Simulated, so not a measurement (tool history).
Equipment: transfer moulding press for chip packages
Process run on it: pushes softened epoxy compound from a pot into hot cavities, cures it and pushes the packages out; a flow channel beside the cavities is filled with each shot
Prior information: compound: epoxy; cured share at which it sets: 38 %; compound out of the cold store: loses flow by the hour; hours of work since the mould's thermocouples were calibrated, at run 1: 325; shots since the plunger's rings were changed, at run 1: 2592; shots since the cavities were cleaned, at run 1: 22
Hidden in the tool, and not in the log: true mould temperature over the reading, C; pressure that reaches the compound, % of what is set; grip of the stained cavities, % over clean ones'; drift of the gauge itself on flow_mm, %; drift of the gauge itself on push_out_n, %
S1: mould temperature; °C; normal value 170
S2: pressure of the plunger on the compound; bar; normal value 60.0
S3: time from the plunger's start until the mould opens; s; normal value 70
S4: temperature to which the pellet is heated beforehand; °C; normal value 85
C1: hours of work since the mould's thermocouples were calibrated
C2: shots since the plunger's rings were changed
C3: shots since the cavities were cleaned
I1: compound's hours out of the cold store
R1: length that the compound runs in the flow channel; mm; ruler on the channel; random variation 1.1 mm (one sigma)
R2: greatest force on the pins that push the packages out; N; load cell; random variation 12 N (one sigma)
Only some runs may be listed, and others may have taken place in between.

Run 1, hour 0.0: usual settings; C1 325; C2 2592; C3 22; I1 24.1. Result: R1 554 mm, R2 658 N.
At hour 11.7: plunger's sealing rings changed.
Run 2, hour 13.6: usual settings but S2 68.5 bar; C1 332; C2 30; C3 208; I1 14.7. Result: R1 617 mm, R2 880 N.
Run 3, hour 23.2: usual settings but S2 68.5 bar; C1 338; C2 193; C3 371; I1 31.4. Result: R1 589 mm, R2 960 N.
At hour 30.5: cavities cleaned with cleaning compound and waxed.
Run 4, hour 45.2: usual settings but S2 51.4 bar; C1 351; C2 540; C3 248; I1 35.7. Result: R1 503 mm, R2 867 N.
At hour 58.7: cavities cleaned with cleaning compound and waxed.
Run 5, hour 58.8: usual settings but S2 51.4 bar; C1 358; C2 744; C3 2; I1 33.8. Result: R1 507 mm, R2 606 N.
Run 6, hour 68.9: usual settings; C1 365; C2 915; C3 173; I1 37.3. Result: R1 541 mm, R2 815 N.
Run 7, hour 84.5: usual settings but S2 48.3 bar; C1 375; C2 1178; C3 436; I1 30.4. Result: R1 495 mm, R2 1030 N.
At hour 87.4: cavities cleaned with cleaning compound and waxed.
Run 8, hour 104.4: usual settings; C1 386; C2 1488; C3 287; I1 34.3. Result: R1 544 mm, R2 911 N.
At hour 115.7: cavities cleaned with cleaning compound and waxed.
Run 9, hour 123.3: usual settings; C1 397; C2 1783; C3 129; I1 27.0. Result: R1 553 mm, R2 785 N.
Run 10, hour 134.4: usual settings but S1 164 °C; C1 404; C2 1971; C3 317; I1 22.8. Result: R1 568 mm, R2 1433 N.
At hour 144.7: cavities cleaned with cleaning compound and waxed.
Run 11, hour 148.3: usual settings but S1 164 °C; C1 412; C2 2179; C3 60; I1 32.7. Result: R1 554 mm, R2 1148 N.
Run 12, hour 160.4: usual settings; C1 419; C2 2384; C3 265; I1 35.7. Result: R1 536 mm, R2 919 N.
At hour 172.9: cavities cleaned with cleaning compound and waxed.
Run 13, hour 181.9: usual settings; C1 432; C2 2722; C3 152; I1 25.6. Result: R1 551 mm, R2 833 N.
At hour 186.2: plunger's sealing rings changed.
At hour 203.5: cavities cleaned with cleaning compound and waxed.
Run 14, hour 203.5: usual settings; C1 443; C2 267; C3 0; I1 16.0. Result: R1 577 mm, R2 661 N.
Run 15, hour 218.7: usual settings; C1 452; C2 524; C3 257; I1 25.7. Result: R1 562 mm, R2 991 N.
At hour 231.6: cavities cleaned with cleaning compound and waxed.
Run 16, hour 231.9: usual settings but S2 60.6 bar, S3 67 s; C1 460; C2 722; C3 6; I1 19.5. Result: R1 575 mm, R2 767 N.
Run 17, hour 241.7: usual settings but S2 60.6 bar, S3 67 s; C1 466; C2 886; C3 170; I1 37.4. Result: R1 546 mm, R2 956 N.
Run 18, hour 250.6: usual settings but S2 60.6 bar, S3 67 s; C1 471; C2 1036; C3 320; I1 41.7. Result: R1 536 mm, R2 1053 N.
At hour 259.8: cavities cleaned with cleaning compound and waxed.
Run 19, hour 266.6: usual settings but S1 167 °C, S2 45.1 bar, S3 68 s, S4 84 °C; C1 481; C2 1282; C3 115; I1 24.6. Result: R1 489 mm, R2 1129 N.
Run 20, hour 283.0: usual settings but S2 63.3 bar, S3 80 s; C1 491; C2 1559; C3 392; I1 35.6. Result: R1 555 mm, R2 763 N.
At hour 289.3: cavities cleaned with cleaning compound and waxed.
Run 21, hour 300.0: usual settings but S2 63.3 bar, S3 80 s; C1 501; C2 1820; C3 179; I1 25.4. Result: R1 570 mm, R2 640 N.
Run 22, hour 310.8: usual settings but S2 63.3 bar, S3 80 s; C1 507; C2 2004; C3 363; I1 17.8. Result: R1 583 mm, R2 743 N.
At hour 317.9: cavities cleaned with cleaning compound and waxed.
Run 23, hour 326.6: usual settings but S1 166 °C, S3 87 s; C1 516; C2 2244; C3 146; I1 27.2. Result: R1 556 mm, R2 636 N.
Run 24, hour 336.3: usual settings but S1 166 °C, S3 87 s; C1 522; C2 2409; C3 311; I1 13.8. Result: R1 578 mm, R2 815 N.
At hour 347.2: cavities cleaned with cleaning compound and waxed.
Run 25, hour 355.7: usual settings but S3 68 s; C1 534; C2 2712; C3 144; I1 29.7. Result: R1 543 mm, R2 938 N.
At hour 361.2: plunger's sealing rings changed.
Run 26, hour 369.7: usual settings but S3 68 s; C1 541; C2 142; C3 337; I1 15.6. Result: R1 581 mm, R2 1189 N.
At hour 378.5: cavities cleaned with cleaning compound and waxed.
Run 27, hour 388.3: usual settings but S1 165 °C, S2 47.9 bar, S3 66 s, S4 89 °C; C1 552; C2 432; C3 166; I1 29.0. Result: R1 507 mm, R2 1393 N.
At hour 407.2: cavities cleaned with cleaning compound and waxed.
Run 28, hour 410.2: usual settings but S1 177 °C, S3 69 s; C1 564; C2 775; C3 50; I1 39.9. Result: R1 529 mm, R2 482 N.

Here are 3 independent what-if runs from the current tool condition. What would each one return?
Run A, hour 430.3: usual settings but S1 173 °C, S2 73.7 bar, S3 69 s, S4 80 °C; C1 577; C2 1116; C3 391; I1 13.8. Result: R1 ?, R2 ?.
Run B, hour 430.3: usual settings but S1 164 °C, S3 75 s, S4 92 °C; C1 577; C2 1116; C3 391; I1 25.6. Result: R1 ?, R2 ?.
Run C, hour 430.3: usual settings but S1 166 °C, S2 54.9 bar; C1 577; C2 1116; C3 391; I1 26.9. Result: R1 ?, R2 ?.

run   R1    R2
  A  639   957
  B  570  1312
  C  542  1397
With the hidden condition removed and each run's random variation left untouched, the same runs would have given:
run   R1   R2
  A  643  535
  B  573  727
  C  545  772
